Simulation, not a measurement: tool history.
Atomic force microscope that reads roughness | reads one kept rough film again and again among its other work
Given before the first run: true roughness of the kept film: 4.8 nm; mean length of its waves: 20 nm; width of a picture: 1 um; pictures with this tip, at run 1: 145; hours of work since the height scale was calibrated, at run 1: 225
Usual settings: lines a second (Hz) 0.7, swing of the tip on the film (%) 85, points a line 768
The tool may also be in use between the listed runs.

| run | hour | lines a second (Hz) | swing of the tip on the film (%) | points a line | pictures with this tip | hours of work since the height scale was calibrated | roughness of the kept film (nm (root mean square)) |
|---|---|---|---|---|---|---|---|
| 1 | 0 | 0.7 | 85 | 768 | 145 | 225 | 2.778 |
| 2 | 8.2 | 0.7 | 85 | 768 | 160 | 231 | 2.699 |
| 3 | 12.8 | 0.7 | 68 | 768 | 169 | 234 | 2.809 |
| 4 | 20.9 | 0.7 | 68 | 768 | 184 | 240 | 2.758 |
| 5 | 26.9 | 0.7 | 68 | 768 | 195 | 244 | 2.686 |
| 6 | 30.8 | 0.7 | 68 | 768 | 202 | 247 | 2.691 |
| 7 | 38.9 | 0.7 | 68 | 768 | 217 | 253 | 2.629 |
| 8 | 44.4 | 0.7 | 68 | 768 | 227 | 257 | 2.609 |
|  | 50.3 | new tip fitted |
| 9 | 52 | 0.7 | 68 | 768 | 3 | 262 | 3.695 |
| 10 | 60.5 | 1.861 | 85 | 768 | 18 | 268 | 2.974 |
| 11 | 67.3 | 1.861 | 85 | 768 | 31 | 272 | 2.889 |
| 12 | 74.7 | 1.525 | 86 | 526 | 44 | 278 | 2.881 |
| 13 | 78.7 | 1.622 | 75 | 313 | 52 | 281 | 3.006 |
| 14 | 84.7 | 1.622 | 75 | 313 | 63 | 285 | 2.96 |
| 15 | 89 | 0.939 | 85 | 768 | 71 | 288 | 3.004 |
| 16 | 97.2 | 1.384 | 66 | 768 | 86 | 294 | 3.065 |
| 17 | 106.2 | 0.7 | 79 | 478 | 102 | 300 | 2.916 |
| 18 | 113.8 | 0.7 | 79 | 478 | 116 | 305 | 2.871 |
| 19 | 121.5 | 0.546 | 61 | 340 | 130 | 311 | 2.883 |
| 20 | 125.3 | 0.95 | 68 | 647 | 137 | 313 | 2.844 |
| 21 | 132 | 1.673 | 60 | 647 | 150 | 318 | 2.747 |
| 22 | 140.5 | 1.673 | 60 | 647 | 165 | 324 | 2.708 |

Describe how what the log doesn't record of the tool's condition differs between the last listed run preceding each entry between runs and the first listed run following it.
In the gap between runs 8 and 9: new tip fitted (hour 50.3)
  radius of the tip, nm: 16.5 -> 5.2; height scale over the true one, %: -0.1 -> -0.11
  measured minus no-state result, roughness of the kept film (nm (root mean square)): -1.151 -> -0.03
